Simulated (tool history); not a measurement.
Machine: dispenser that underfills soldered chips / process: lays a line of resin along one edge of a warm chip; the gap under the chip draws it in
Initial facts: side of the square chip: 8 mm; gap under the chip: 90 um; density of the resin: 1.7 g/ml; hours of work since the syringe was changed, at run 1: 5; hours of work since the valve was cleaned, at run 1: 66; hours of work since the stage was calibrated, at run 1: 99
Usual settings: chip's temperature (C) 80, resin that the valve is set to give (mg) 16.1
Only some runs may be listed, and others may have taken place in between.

run	hour	chip's temperature (C)	resin that the valve is set to give (mg)	hours of work since the syringe was changed	hours of work since the valve was cleaned	hours of work since the stage was calibrated	time until the resin shows at the far edge (s)	resin that the valve gave (mg)
1	0.0	80	16.1	5	66	99	55.3	15.28
# hour 3.1: new syringe of resin
2	5.7	82	16.1	2	70	103	40.7	15.19
3	11.3	82	16.1	5	73	106	51.4	15.23
# hour 14.0: new syringe of resin
4	14.0	94	16.1	0	75	108	22.9	15.21
5	18.0	94	16.1	3	77	110	26.2	15.17
6	22.0	80	16.1	5	80	113	54.4	15.12
# hour 25.2: new syringe of resin
7	25.4	80	16.1	0	82	115	39.4	15.16
8	28.2	80	16.1	2	83	117	44.3	15.01
9	31.7	80	16.1	4	86	119	51.2	15.16
# hour 36.1: new syringe of resin
10	36.1	80	16.1	0	88	121	39.8	14.97
11	40.3	80	16.1	3	91	124	46.9	15.04
12	44.9	80	16.1	6	94	127	58.3	14.91
# hour 47.3: new syringe of resin
13	48.5	80	16.1	1	96	129	42.1	14.96
14	52.5	80	16.1	3	98	131	49.4	14.91
15	55.9	80	16.1	5	100	134	55.1	14.66
# hour 58.5: new syringe of resin
16	61.2	80	16.1	2	104	137	45.0	14.80
17	66.5	80	16.1	5	107	140	55.0	14.72
# hour 69.7: new syringe of resin
18	69.9	80	16.1	0	109	142	39.9	14.82
19	72.4	89	20.5	2	110	144	30.5	18.75
20	76.0	91	14.8	4	113	146	33.4	13.57
# hour 81.1: new syringe of resin
21	82.0	80	15.6	1	116	149	39.9	14.14
22	86.3	82	14.8	3	119	152	45.6	13.32
# hour 90.0: dispensing valve cleaned and set on the balance
23	90.2	80	19.3	5	0	154	53.2	19.36
# hour 92.9: new syringe of resin
24	95.3	65	20.2	1	3	157	79.8	20.23
25	97.8	76	19.8	3	5	158	55.2	19.84
26	100.8	76	19.8	5	7	160	64.0	19.99
# hour 103.9: new syringe of resin
27	104.1	76	19.8	0	9	162	45.5	19.72
28	109.9	92	15.7	4	12	166	32.5	15.59
29	114.4	79	16.0	7	15	169	64.6	15.87
# hour 115.2: new syringe of resin
30	118.5	73	17.7	2	17	171	58.7	17.43
31	121.1	76	18.4	4	19	173	58.4	18.34
32	124.6	79	19.0	6	21	175	60.1	18.55
# hour 126.1: new syringe of resin
33	130.4	78	17.3	3	25	178	51.9	17.11
34	136.3	83	19.9	6	28	182	53.0	19.51
# hour 136.9: new syringe of resin
35	139.7	83	19.9	2	30	184	39.0	19.54
36	144.3	83	19.9	5	33	187	45.8	19.49

Hidden state or all else? Some run-to-run changes of time until the resin shows at the far edge (s), split into what the settings, what came in and random variation would give without the hidden state, and what is left for the hidden state (with any gauge scatter that isn't in both results):
Unlogged tool condition in this case: resin's viscosity, % of fresh resin's; dose that the valve gives, % of what is set; true chip temperature over the reading, C; drift of the gauge itself on fill_s, %; drift of the gauge itself on given_mg, %.
Run 3 -> 4: chip's temperature (C) 82 -> 94, new syringe of resin. time until the resin shows at the far edge (s) -28.5: hidden state -15.5, all else -13.0.
Run 5 -> 6: chip's temperature (C) 94 -> 80. time until the resin shows at the far edge (s) +28.2: hidden state +11.6, all else +16.6.
Run 12 -> 13: new syringe of resin. time until the resin shows at the far edge (s) -16.2: hidden state -16.5, all else +0.3.
Run 26 -> 27: new syringe of resin. time until the resin shows at the far edge (s) -18.5: hidden state -18.1, all else -0.4.
Run 28 -> 29: chip's temperature (C) 92 -> 79, resin that the valve is set to give (mg) 15.7 -> 16.0. time until the resin shows at the far edge (s) +32.1: hidden state +16.3, all else +15.8.
